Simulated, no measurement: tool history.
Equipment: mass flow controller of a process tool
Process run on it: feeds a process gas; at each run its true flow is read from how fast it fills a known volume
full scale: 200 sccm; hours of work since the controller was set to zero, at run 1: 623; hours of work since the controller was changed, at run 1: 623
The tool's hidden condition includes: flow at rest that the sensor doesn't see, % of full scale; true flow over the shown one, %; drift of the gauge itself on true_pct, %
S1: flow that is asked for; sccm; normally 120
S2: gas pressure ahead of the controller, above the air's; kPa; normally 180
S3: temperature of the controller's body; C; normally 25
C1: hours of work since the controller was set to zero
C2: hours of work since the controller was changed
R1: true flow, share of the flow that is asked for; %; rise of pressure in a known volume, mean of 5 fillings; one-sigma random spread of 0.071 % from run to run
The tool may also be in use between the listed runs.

run 1 hour=0 | S1=120 S2=180 S3=25 | C1=623 C2=623 | R1=99.96
run 2 hour=81.7 | S1=120 S2=180 S3=25 | C1=655 C2=655 | R1=99.88
run 3 hour=131.8 | S1=120 S2=180 S3=25 | C1=675 C2=675 | R1=100.02
run 4 hour=186.9 | S1=120 S2=180 S3=25 | C1=696 C2=696 | R1=99.92
run 5 hour=282 | S1=43 S2=180 S3=25 | C1=734 C2=734 | R1=100.33
run 6 hour=356.2 | S1=120 S2=180 S3=22 | C1=763 C2=763 | R1=99.92
run 7 hour=430.2 | S1=143 S2=211 S3=34 | C1=792 C2=792 | R1=100.72
run 8 hour=520.1 | S1=143 S2=211 S3=34 | C1=827 C2=827 | R1=100.67
run 9 hour=615.3 | S1=143 S2=211 S3=34 | C1=864 C2=864 | R1=100.72
run 10 hour=672 | S1=148 S2=177 S3=21 | C1=887 C2=887 | R1=99.83
run 11 hour=728.6 | S1=148 S2=177 S3=21 | C1=909 C2=909 | R1=99.71
run 12 hour=805.4 | S1=24 S2=180 S3=22 | C1=939 C2=939 | R1=101.13

Some steps in R1, run to run, broken into two amounts with sign: the step expected even without the hidden condition (settings, incoming material, random variation), and the rest, left for the hidden condition together with whatever gauge scatter is not in both the measured and the hidden-condition-free result:
Run 11 -> 12: S1 148 -> 24, S2 177 -> 180, S3 21 -> 22. R1 +1.42 %: hidden state +1.65, all else -0.23.
